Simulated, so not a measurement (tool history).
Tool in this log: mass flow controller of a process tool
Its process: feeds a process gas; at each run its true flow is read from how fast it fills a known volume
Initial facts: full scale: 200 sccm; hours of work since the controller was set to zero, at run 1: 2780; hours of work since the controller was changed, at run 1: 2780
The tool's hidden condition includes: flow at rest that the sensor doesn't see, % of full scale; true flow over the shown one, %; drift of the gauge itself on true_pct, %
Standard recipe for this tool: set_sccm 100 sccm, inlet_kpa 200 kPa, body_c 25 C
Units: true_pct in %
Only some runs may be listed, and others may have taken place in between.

| run | day | set_sccm | inlet_kpa | body_c | hours of work since the controller was set to zero | hours of work since the controller was changed | true_pct |
|---|---|---|---|---|---|---|---|
| 1 | 0.000 | 100 | 200 | 25 | 2780 | 2780 | 99.23 |
| 2 | 4.325 | 100 | 200 | 25 | 2835 | 2835 | 99.33 |
| 3 | 9.042 | 100 | 200 | 25 | 2896 | 2896 | 99.31 |
| 4 | 13.904 | 43 | 200 | 25 | 2959 | 2959 | 98.99 |
| 5 | 16.758 | 100 | 207 | 25 | 2995 | 2995 | 99.25 |
| 6 | 22.133 | 62 | 200 | 25 | 3064 | 3064 | 99.16 |
| 7 | 24.650 | 62 | 200 | 25 | 3097 | 3097 | 99.20 |
| 8 | 27.421 | 62 | 184 | 25 | 3133 | 3133 | 99.37 |
| 9 | 32.038 | 62 | 243 | 25 | 3192 | 3192 | 98.87 |
| 10 | 37.104 | 22 | 200 | 25 | 3257 | 3257 | 98.92 |
| 11 | 41.329 | 22 | 200 | 25 | 3311 | 3311 | 98.94 |
| 12 | 47.050 | 22 | 200 | 25 | 3385 | 3385 | 99.02 |
| 13 | 49.771 | 100 | 200 | 25 | 3420 | 3420 | 99.53 |
| 14 | 52.083 | 100 | 200 | 24 | 3450 | 3450 | 99.60 |
| 15 | 57.012 | 100 | 200 | 24 | 3513 | 3513 | 99.58 |
| 16 | 60.225 | 100 | 200 | 24 | 3554 | 3554 | 99.68 |
| 17 | 64.079 | 100 | 258 | 25 | 3604 | 3604 | 99.12 |
| 18 | 68.258 | 100 | 258 | 25 | 3658 | 3658 | 99.29 |
| 19 | 70.900 | 100 | 258 | 25 | 3692 | 3692 | 99.15 |
| 20 | 75.175 | 100 | 258 | 25 | 3747 | 3747 | 99.27 |
| 21 | 77.633 | 100 | 258 | 25 | 3778 | 3778 | 99.36 |
| 22 | 81.529 | 100 | 200 | 36 | 3829 | 3829 | 98.76 |
| 23 | 87.079 | 100 | 200 | 36 | 3900 | 3900 | 98.88 |
| 24 | 89.708 | 100 | 172 | 36 | 3934 | 3934 | 99.03 |
| 25 | 92.196 | 100 | 200 | 25 | 3966 | 3966 | 99.75 |
| 26 | 96.362 | 100 | 200 | 25 | 4019 | 4019 | 99.74 |
| 27 | 101.488 | 156 | 200 | 25 | 4085 | 4085 | 100.03 |
| 28 | 105.600 | 156 | 149 | 36 | 4138 | 4138 | 99.68 |
| 29 | 108.946 | 156 | 149 | 36 | 4181 | 4181 | 99.58 |
| 30 | 112.442 | 42 | 243 | 27 | 4226 | 4226 | 98.99 |
| 31 | 117.938 | 42 | 243 | 27 | 4297 | 4297 | 99.03 |
| 32 | 121.212 | 94 | 200 | 30 | 4339 | 4339 | 99.48 |
| 33 | 125.692 | 35 | 200 | 25 | 4397 | 4397 | 99.41 |
| 34 | 131.150 | 49 | 200 | 29 | 4467 | 4467 | 99.17 |
| 35 | 134.117 | 49 | 200 | 29 | 4505 | 4505 | 99.18 |
|  | 136.733 | gauge calibrated |
| 36 | 137.150 | 100 | 154 | 31 | 4544 | 4544 | 99.17 |
| 37 | 142.608 | 75 | 154 | 35 | 4614 | 4614 | 98.73 |

Run 38 has not been measured yet. What should we expect?
| 38 | 146.142 | 148 | 213 | 25 | 4660 | 4660 | ? |

Run 38 came out at true_pct 99.68 %.
Take away the tool's hidden state, keep the run-to-run variation as it was, and the same run would have given true_pct 99.64 %.

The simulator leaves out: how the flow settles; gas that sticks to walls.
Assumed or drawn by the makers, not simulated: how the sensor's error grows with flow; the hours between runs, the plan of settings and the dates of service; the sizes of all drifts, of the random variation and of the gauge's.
